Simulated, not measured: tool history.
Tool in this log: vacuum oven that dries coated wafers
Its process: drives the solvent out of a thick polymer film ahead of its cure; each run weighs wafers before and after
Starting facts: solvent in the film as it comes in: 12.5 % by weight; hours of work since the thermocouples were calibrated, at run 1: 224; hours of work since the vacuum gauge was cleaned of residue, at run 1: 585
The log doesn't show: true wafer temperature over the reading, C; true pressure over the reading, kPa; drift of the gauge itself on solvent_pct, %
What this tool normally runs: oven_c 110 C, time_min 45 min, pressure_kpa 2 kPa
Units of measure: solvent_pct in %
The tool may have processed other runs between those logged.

run	hour	oven_c	time_min	pressure_kpa	hours of work since the thermocouples were calibrated	hours of work since the vacuum gauge was cleaned of residue	solvent_pct
1	0	110	45	2	224	585	1.67
2	18.3	110	45	2	235	595	1.67
3	51.1	110	37	2	253	613	2.13
4	76.3	117	45	2	267	627	1.11
5	109.7	110	29	2	285	646	2.72
6	142.2	110	35	2	303	664	2.31
7	160.4	110	45	2	313	674	1.75
8	182.2	110	45	2	325	686	1.75
9	210.8	110	45	2	341	701	1.71
10	229.7	110	45	4.58	351	712	3.04
11	261.2	110	45	4.58	369	729	3.06
12	286.2	107	44	4.58	382	743	3.62
13	306	100	33	5.4	393	754	6.26
14	321.7	120	33	1.17	402	763	0.82
15	354.7	123	33	1.17	420	781	0.61
16	389.2	101	26	2.98	439	800	5.4
17	405.3	110	77	5.23	448	809	2.9
18	436.1	110	70	1.01	465	826	0.72
19	453.3	117	42	1.01	475	835	0.74
20	469	117	42	1.01	483	844	0.76
21	499.1	117	24	1.66	500	861	1.97

Subtracting, for every run, the result it would have given without the tool's unlogged condition from the measured result gives the following. The same run-to-run variation enters both numbers; the gauge's scatter may not:
run	solvent_pct
1	+0.06
2	+0.06
3	+0.07
4	+0.05
5	+0.09
6	+0.09
7	+0.07
8	+0.08
9	+0.08
10	+0.1
11	+0.1
12	+0.12
13	+0.16
14	+0.06
15	+0.06
16	+0.16
17	+0.1
18	+0.07
19	+0.07
20	+0.07
21	+0.12
